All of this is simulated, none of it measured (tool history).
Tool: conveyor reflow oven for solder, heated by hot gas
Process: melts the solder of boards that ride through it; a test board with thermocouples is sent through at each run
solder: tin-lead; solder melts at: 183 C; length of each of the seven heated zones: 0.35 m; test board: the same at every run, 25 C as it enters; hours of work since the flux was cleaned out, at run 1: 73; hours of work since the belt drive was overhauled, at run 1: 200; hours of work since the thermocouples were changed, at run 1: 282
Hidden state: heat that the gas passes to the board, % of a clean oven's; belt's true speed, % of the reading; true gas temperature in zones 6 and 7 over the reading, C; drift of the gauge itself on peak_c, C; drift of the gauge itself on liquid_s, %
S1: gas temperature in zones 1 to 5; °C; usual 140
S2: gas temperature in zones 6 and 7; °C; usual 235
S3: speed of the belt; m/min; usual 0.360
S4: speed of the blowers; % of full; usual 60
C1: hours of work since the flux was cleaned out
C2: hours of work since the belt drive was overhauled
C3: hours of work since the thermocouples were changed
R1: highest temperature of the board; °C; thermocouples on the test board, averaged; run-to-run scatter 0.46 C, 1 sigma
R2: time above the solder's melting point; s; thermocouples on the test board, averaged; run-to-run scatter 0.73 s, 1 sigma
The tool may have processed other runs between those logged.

run   hour   S1   S2     S3  S4   C1   C2   C3     R1     R2
  1    0.0  140  235  0.360  60   73  200  282  217.6   89.9
  2   14.6  140  235  0.360  60   83  210  292  217.9   88.6
  3   28.9  140  235  0.360  60   92  219  301  217.7   89.1
  4   46.3  140  230  0.360  60  104  231  313  213.5   83.2
  5   63.8  140  230  0.360  60  115  243  325  213.9   83.6
  6   76.1  140  230  0.360  60  124  251  333  212.7   84.6
  7   88.9  140  230  0.360  60  132  259  341  213.4   84.8
  8  105.8  140  230  0.360  60  143  271  352  213.4   83.7
  9  116.2  140  230  0.360  60  150  277  359  213.6   83.9
 10  127.9  140  230  0.360  60  158  285  367  213.8   83.3
 11  135.4  140  230  0.360  60  163  290  372  213.1   85.5
 12  145.2  140  235  0.360  60  170  297  379  218.3   88.9
 13  156.6  140  235  0.360  60  177  304  386  217.5   89.1
 14  164.3  140  235  0.360  60  182  309  391  218.2   88.9
 15  180.5  140  235  0.360  60  193  320  402  218.1   88.6
 16  196.6  140  235  0.360  60  204  331  413  218.1   89.4
 17  212.3  140  235  0.291  59  214  341  423  223.3  119.7
 18  223.4  140  235  0.375  78  222  349  431  221.6   90.4
 19  232.5  140  235  0.375  78  228  355  437  221.2   89.0
 20  242.9  140  227  0.315  78  235  362  444  217.9  105.5
 21  255.2  140  227  0.315  78  243  370  452  217.8  106.4
 22  268.6  140  224  0.313  78  252  379  461  215.2  103.7
 23  276.4  140  224  0.313  78  257  384  466  215.8  103.1

Forecast run 24:
 24  284.7  140  245  0.430  53  262  389  471   ?   ?

{"run 24": {"R1": 216.9, "R2": 72.5}}
With the hidden condition absent and the run-to-run variation left alone, this run would have shown R1 217.1 °C, R2 72.7 s.
